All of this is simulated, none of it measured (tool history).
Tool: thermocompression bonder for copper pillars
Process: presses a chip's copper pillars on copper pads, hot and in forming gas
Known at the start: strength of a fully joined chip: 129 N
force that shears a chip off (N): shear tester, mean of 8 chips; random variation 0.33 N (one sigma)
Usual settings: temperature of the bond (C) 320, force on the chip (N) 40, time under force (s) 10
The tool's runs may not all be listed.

run	hour	temperature of the bond (C)	force on the chip (N)	time under force (s)	force that shears a chip off (N)
1	0.0	320	40	10	54.3
2	19.7	320	40	10	55.0
# hour 36.5: heater calibrated with a thermocouple chip
3	40.7	320	40	10	53.7
4	59.0	320	40	10	53.5
5	69.2	320	40	10	53.8
6	84.0	320	40	10	53.6
7	93.8	320	40	10	53.9
8	111.4	310	40	10	46.0
# hour 122.6: forming gas filter changed
9	125.1	310	40	10	47.1
10	139.9	344	40	10	72.0
11	152.0	344	40	10	73.0
12	168.3	344	40	10	72.4
13	179.4	344	40	19	87.9
14	199.7	312	40	10	47.5
15	218.5	320	40	27	76.3
16	234.4	320	40	21	70.1
17	249.3	320	40	21	70.2
18	260.0	320	40	21	70.3
19	275.2	320	40	21	69.7
20	295.7	320	40	21	70.5
21	305.3	320	53	16	81.9
22	317.5	312	31	16	43.9
23	333.1	320	27	7	29.7
24	352.0	332	28	7	37.1
25	363.3	332	28	7	37.3
26	372.4	332	28	7	37.5
27	383.6	332	28	7	37.1
28	401.1	332	29	10	44.6
29	413.2	308	29	10	31.0
30	423.8	308	29	10	31.0
31	436.0	336	25	12	42.7
# hour 437.6: forming gas filter changed
32	452.3	336	25	12	42.7
33	462.2	336	25	12	43.1
34	471.1	336	25	12	43.3
35	486.5	343	43	7	69.2
36	497.7	343	43	7	68.0
37	513.9	343	43	7	68.3
38	531.8	306	33	6	28.4
39	547.3	337	36	13	66.9

4 ways to go on from here, each from the tool as it stands after run 39. What would each give?
A	564.5	311	25	14	?
B	564.5	337	34	17	?
C	564.5	303	32	9	?
D	564.5	337	40	13	?

run	force that shears a chip off (N)
A	31.3
B	68.3
C	31.0
D	72.8
Without the tool's hidden state the same runs would have given:
run	force that shears a chip off (N)
A	31.2
B	68.3
C	31.0
D	72.8
